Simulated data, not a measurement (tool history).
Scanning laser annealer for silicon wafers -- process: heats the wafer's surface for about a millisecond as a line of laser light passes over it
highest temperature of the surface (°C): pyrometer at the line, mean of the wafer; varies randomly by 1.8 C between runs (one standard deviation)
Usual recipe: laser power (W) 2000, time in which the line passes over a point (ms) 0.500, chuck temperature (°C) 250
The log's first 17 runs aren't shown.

run     day  laser power (W)  time in which the line passes over a point (ms)  chuck temperature (°C)  hours of work since the window was cleaned  hours of work since the power meter was calibrated  hours of work since the optics were aligned  highest temperature of the surface (°C)
 18  46.496             2000                                            0.352                     276                                         143                                                1242                                          140                                      941
 19  49.779             2144                                            0.352                     276                                         203                                                1302                                          200                                      990
 20  52.108             1839                                            0.500                     250                                         246                                                1345                                          242                                      985
 21  55.204             1796                                            0.423                     267                                         302                                                1401                                          299                                      915
 22  57.946             1765                                            0.483                     267                                         352                                                1451                                          349                                      947
 23  60.025             2137                                            0.464                     230                                         390                                                1489                                          387                                     1039
 24  61.871             1785                                            0.437                     223                                         424                                                1523                                          420                                      869
 25  64.079             1785                                            0.437                     223                                         464                                                1563                                          461                                      871
 26  66.729             1785                                            0.432                     268                                         513                                                1612                                          509                                      905
     68.721  -- window over the wafer cleaned
 27  69.783             2183                                            0.376                     212                                          19                                                1666                                          563                                      977
 28  71.842             2183                                            0.400                     225                                          57                                                1703                                          601                                     1010
 29  74.458             2183                                            0.400                     210                                         105                                                1751                                          649                                      994
 30  77.821             1787                                            0.500                     225                                         166                                                1813                                          710                                      944
 31  80.329             1787                                            0.500                     225                                         212                                                1858                                          756                                      939
 32  81.958             1874                                            0.520                     261                                         242                                                1888                                          785                                     1023
 33  85.238             2000                                            0.553                     270                                         301                                                1948                                          845                                     1103
 34  87.267             2000                                            0.553                     270                                         339                                                1985                                          882                                     1103

Run 35 is up next; what results do you expect?
 35  90.479             2000                                            0.500                     221                                         397                                                2044                                          941                                        ?

highest temperature of the surface (°C): 999
Take away the tool's hidden state, keep the run-to-run variation as it was, and the same run would have given highest temperature of the surface (°C) 1039.
